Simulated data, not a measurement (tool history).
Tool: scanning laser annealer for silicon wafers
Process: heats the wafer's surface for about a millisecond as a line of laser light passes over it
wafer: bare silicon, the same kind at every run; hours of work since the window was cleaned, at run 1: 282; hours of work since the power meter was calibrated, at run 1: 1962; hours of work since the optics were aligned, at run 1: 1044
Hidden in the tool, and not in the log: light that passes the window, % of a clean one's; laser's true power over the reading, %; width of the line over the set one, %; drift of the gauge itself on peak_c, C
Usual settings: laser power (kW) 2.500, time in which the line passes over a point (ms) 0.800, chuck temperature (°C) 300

run,day,laser power (kW),time in which the line passes over a point (ms),chuck temperature (°C),hours of work since the window was cleaned,hours of work since the power meter was calibrated,hours of work since the optics were aligned,highest temperature of the surface (°C)
1,0.000,2.500,0.800,300,282,1962,1044,1046
2,2.417,2.500,0.800,315,319,2000,1081,1061
3,6.342,2.500,0.800,315,380,2060,1142,1057
4,10.092,2.500,0.800,315,437,2117,1199,1052
5,12.142,2.500,0.800,315,469,2149,1231,1046
6,13.938,2.500,0.800,315,496,2176,1258,1048
# day 14.888: window over the wafer cleaned
7,17.712,2.500,0.800,315,43,2233,1315,1078
8,19.958,2.500,0.800,315,78,2268,1349,1075
9,22.421,2.500,0.800,315,116,2305,1387,1072
10,26.092,2.500,0.800,315,172,2362,1443,1065
11,29.721,2.500,0.800,315,228,2417,1499,1062
12,33.258,2.500,0.683,300,282,2472,1553,995
13,36.942,2.500,0.683,300,338,2528,1610,991
14,39.821,2.500,0.683,300,383,2572,1654,984
15,41.942,2.667,0.683,300,415,2605,1687,1047
16,44.967,2.500,0.800,319,462,2651,1733,1045
# day 48.188: window over the wafer cleaned
17,48.188,2.500,0.800,331,0,2700,1781,1093
18,51.554,2.500,0.800,331,52,2751,1833,1089
19,53.867,2.500,0.800,331,87,2787,1868,1085
20,56.729,2.708,0.706,339,131,2831,1912,1129
# day 57.267: optics aligned, line set to its width
21,59.212,2.708,0.706,339,166,2866,30,1146
22,61.671,2.406,0.871,328,204,2903,68,1081
23,64.392,2.360,0.721,286,246,2945,109,956
24,66.508,2.501,0.721,298,278,2978,142,1019
25,68.342,2.661,0.721,298,306,3006,170,1078
26,70.646,2.304,0.710,262,341,3041,205,899
27,73.533,2.697,0.969,334,386,3085,250,1233
28,76.333,2.500,0.736,300,429,3128,293,1018
29,78.083,2.500,0.736,300,456,3155,320,1014
30,81.133,2.666,0.842,289,502,3202,366,1108
# day 81.583: window over the wafer cleaned
31,84.575,2.499,0.913,331,46,3254,418,1152
32,87.954,2.508,0.928,328,98,3305,470,1153
33,91.475,2.145,0.800,331,152,3359,524,953
34,93.262,2.145,0.800,331,179,3387,551,954
35,95.871,2.269,0.563,331,219,3427,591,902

4 ways to go on from here, each from the tool as it stands after run 35. What would each give?
A,98.033,2.258,0.677,300,252,3460,624,?
B,98.033,2.298,0.890,322,252,3460,624,?
C,98.033,2.500,0.826,329,252,3460,624,?
D,98.033,2.269,0.587,326,252,3460,624,?

run,highest temperature of the surface (°C)
A,914
B,1030
C,1098
D,909
Without the tool's hidden state the same runs would have given:
run,highest temperature of the surface (°C)
A,933
B,1051
C,1121
D,926
